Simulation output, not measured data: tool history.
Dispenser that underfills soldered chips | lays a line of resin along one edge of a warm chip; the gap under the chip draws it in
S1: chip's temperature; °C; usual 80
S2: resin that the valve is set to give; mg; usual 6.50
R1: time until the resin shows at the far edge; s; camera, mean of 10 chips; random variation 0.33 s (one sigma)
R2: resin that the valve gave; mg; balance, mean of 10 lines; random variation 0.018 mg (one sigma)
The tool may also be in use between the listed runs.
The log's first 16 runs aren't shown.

{"run": 17, "hour": 64.7, "S1": 65, "S2": 6.5, "R1": 28.5, "R2": 6.24}
{"run": 18, "hour": 67.0, "S1": 81, "S2": 7.87, "R1": 15.2, "R2": 7.51}
{"run": 19, "hour": 71.0, "S1": 91, "S2": 6.6, "R1": 10.5, "R2": 6.29}
{"run": 20, "hour": 75.8, "S1": 90, "S2": 6.03, "R1": 12.7, "R2": 5.74}
{"hour": 79.0, "done": "new syringe of resin"}
{"run": 21, "hour": 80.6, "S1": 90, "S2": 6.03, "R1": 9.3, "R2": 5.74}
{"run": 22, "hour": 85.0, "S1": 82, "S2": 6.85, "R1": 13.9, "R2": 6.45}
{"run": 23, "hour": 89.3, "S1": 78, "S2": 6.78, "R1": 17.8, "R2": 6.38}
{"run": 24, "hour": 92.1, "S1": 76, "S2": 7.58, "R1": 20.2, "R2": 7.14}
{"hour": 97.5, "done": "new syringe of resin"}
{"run": 25, "hour": 97.5, "S1": 80, "S2": 6.22, "R1": 14.4, "R2": 5.83}
{"hour": 100.3, "done": "dispensing valve cleaned and set on the balance"}
{"run": 26, "hour": 100.7, "S1": 72, "S2": 6.04, "R1": 20.6, "R2": 6.02}
{"run": 27, "hour": 105.0, "S1": 72, "S2": 6.04, "R1": 22.2, "R2": 6.04}
{"run": 28, "hour": 108.2, "S1": 72, "S2": 6.04, "R1": 23.4, "R2": 6.01}
{"run": 29, "hour": 112.0, "S1": 79, "S2": 6.5, "R1": 18.4, "R2": 6.47}
{"hour": 117.0, "done": "new syringe of resin"}
{"run": 30, "hour": 117.2, "S1": 68, "S2": 6.44, "R1": 23.6, "R2": 6.37}
{"run": 31, "hour": 121.0, "S1": 68, "S2": 6.44, "R1": 25.5, "R2": 6.39}
{"run": 32, "hour": 125.0, "S1": 85, "S2": 6.57, "R1": 13.3, "R2": 6.5}
{"run": 33, "hour": 129.9, "S1": 85, "S2": 6.57, "R1": 14.7, "R2": 6.51}

3 ways to go on from here, each from the tool as it stands after run 33. What would each give?
{"hour": 135.5, "done": "new syringe of resin"}
{"run": "A", "hour": 135.6, "S1": 75, "S2": 7.11, "R1": "?", "R2": "?"}
{"hour": 135.5, "done": "new syringe of resin"}
{"run": "B", "hour": 135.6, "S1": 85, "S2": 8.44, "R1": "?", "R2": "?"}
{"hour": 135.5, "done": "new syringe of resin"}
{"run": "C", "hour": 135.6, "S1": 71, "S2": 7.21, "R1": "?", "R2": "?"}

run=A R1=16.6 R2=6.99
run=B R1=11.1 R2=8.29
run=C R1=20.5 R2=7.08
Without the tool's hidden state the same runs would have given:
run=A R1=16.2 R2=7.11
run=B R1=10.9 R2=8.43
run=C R1=20.0 R2=7.20
